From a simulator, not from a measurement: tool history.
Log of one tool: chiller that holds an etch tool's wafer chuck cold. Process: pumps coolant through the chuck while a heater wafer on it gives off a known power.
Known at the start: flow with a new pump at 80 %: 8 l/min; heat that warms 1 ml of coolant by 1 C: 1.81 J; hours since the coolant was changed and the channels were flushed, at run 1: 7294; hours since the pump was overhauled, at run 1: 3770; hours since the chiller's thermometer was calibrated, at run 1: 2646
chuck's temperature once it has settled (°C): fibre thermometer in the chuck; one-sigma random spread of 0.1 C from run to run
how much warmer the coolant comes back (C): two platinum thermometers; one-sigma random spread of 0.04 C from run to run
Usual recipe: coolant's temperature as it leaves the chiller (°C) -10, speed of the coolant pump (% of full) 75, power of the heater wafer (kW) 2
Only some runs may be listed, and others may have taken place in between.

run	hour	coolant's temperature as it leaves the chiller (°C)	speed of the coolant pump (% of full)	power of the heater wafer (kW)	hours since the coolant was changed and the channels were flushed	hours since the pump was overhauled	hours since the chiller's thermometer was calibrated	chuck's temperature once it has settled (°C)	how much warmer the coolant comes back (C)
1	0	-10	75	2	7294	3770	2646	14.3	9.14
2	95.5	-10	75	2.536	7390	3865	2742	20.7	11.8
# hour 199: coolant changed, channels flushed
3	248.8	-10	75	1.327	50	4013	2889	4.5	6.12
# hour 318.5: chiller's thermometer calibrated
4	349.8	-10	75	1.327	150	4113	31	4.3	6.06
5	480.7	-10	75	1.327	281	4244	162	4.2	6.18
6	601	-10	75	1.327	401	4364	283	4.3	6.14
7	743.7	-10	75	1.327	544	4507	425	4.2	6.24
8	851.1	-10	75	1.316	651	4614	533	4.4	6.22
9	926.7	-10	75	1.316	727	4690	608	4.1	6.13
10	1080	-10	75	2	880	4843	761	12	9.37
11	1184.5	-10	75	2	984	4947	866	12	9.38
12	1323.5	-10	75	2	1124	5086	1005	12.1	9.38
13	1448.4	-10	75	2	1248	5211	1130	12.1	9.48
14	1578.1	-10	67	2	1378	5341	1260	13.8	10.69
15	1657.6	-10	67	2	1458	5420	1339	13.8	10.56
16	1791.5	-10	67	2	1592	5554	1473	13.9	10.67
17	1876.2	-10	87	1.112	1676	5639	1558	1.5	4.45
18	1976.2	-11	75	2.096	1776	5739	1658	12.4	9.9
19	2128.6	-16	75	1.029	1929	5891	1810	-4.4	4.9
20	2201.8	-1	64	2.968	2002	5965	1883	35.8	16.8
21	2344	-1	64	2.968	2144	6107	2026	36.1	16.81
22	2436	-3	64	1.581	2236	6199	2118	16.7	8.94

What will run 23 give?
23	2515.8	-3	64	1.581	2316	6279	2197	?	?

{"run 23": {"chuck's temperature once it has settled (°C)": 16.7, "how much warmer the coolant comes back (C)": 8.96}}
On a tool with no hidden condition, and with the same random variation, this run would have come out at chuck's temperature once it has settled (°C) 15.1, how much warmer the coolant comes back (C) 8.34.
